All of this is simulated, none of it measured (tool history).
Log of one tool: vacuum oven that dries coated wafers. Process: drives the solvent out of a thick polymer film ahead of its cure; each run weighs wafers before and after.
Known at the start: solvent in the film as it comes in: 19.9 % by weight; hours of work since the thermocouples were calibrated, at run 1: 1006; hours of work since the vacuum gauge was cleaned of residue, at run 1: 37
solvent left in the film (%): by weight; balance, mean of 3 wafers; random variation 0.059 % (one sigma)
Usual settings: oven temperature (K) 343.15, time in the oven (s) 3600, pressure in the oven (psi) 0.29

run	day	oven temperature (K)	time in the oven (s)	pressure in the oven (psi)	hours of work since the thermocouples were calibrated	hours of work since the vacuum gauge was cleaned of residue	solvent left in the film (%)
1	0	343.15	3600	0.29	1006	37	3.08
2	0.354	343.15	3600	0.29	1009	41	3.05
3	1.017	343.15	3600	0.29	1016	47	3.12
4	1.554	343.15	3600	0.29	1021	52	3.03
5	2.075	343.15	3600	0.29	1026	57	3.04
6	2.421	343.15	3600	0.29	1030	61	3.2
7	2.862	343.15	3600	0.29	1034	65	3.23
8	3.333	343.15	3600	0.212	1038	70	2.51
9	3.712	343.15	3600	1.125	1042	73	10.08
10	4.304	343.15	3600	0.29	1048	79	3.13
11	4.683	343.15	3600	0.29	1052	83	3.13
12	5.021	343.15	3600	0.29	1055	86	3.19
13	5.479	343.15	3600	0.29	1059	91	3.1
14	5.817	343.15	3600	0.29	1063	94	3.06
15	6.25	343.15	3600	0.29	1067	98	3.14
16	6.842	329.15	3600	0.29	1073	104	8.12
17	7.146	329.15	3600	0.29	1076	107	8.14
18	7.479	348.15	2520	0.155	1079	110	1.91

Forecast run 19:
19	7.988	348.15	2520	0.155	1084	115	?

{"run 19": {"solvent left in the film (%)": 1.89}}
Without the tool's hidden state the same run would have given solvent left in the film (%) 1.89.
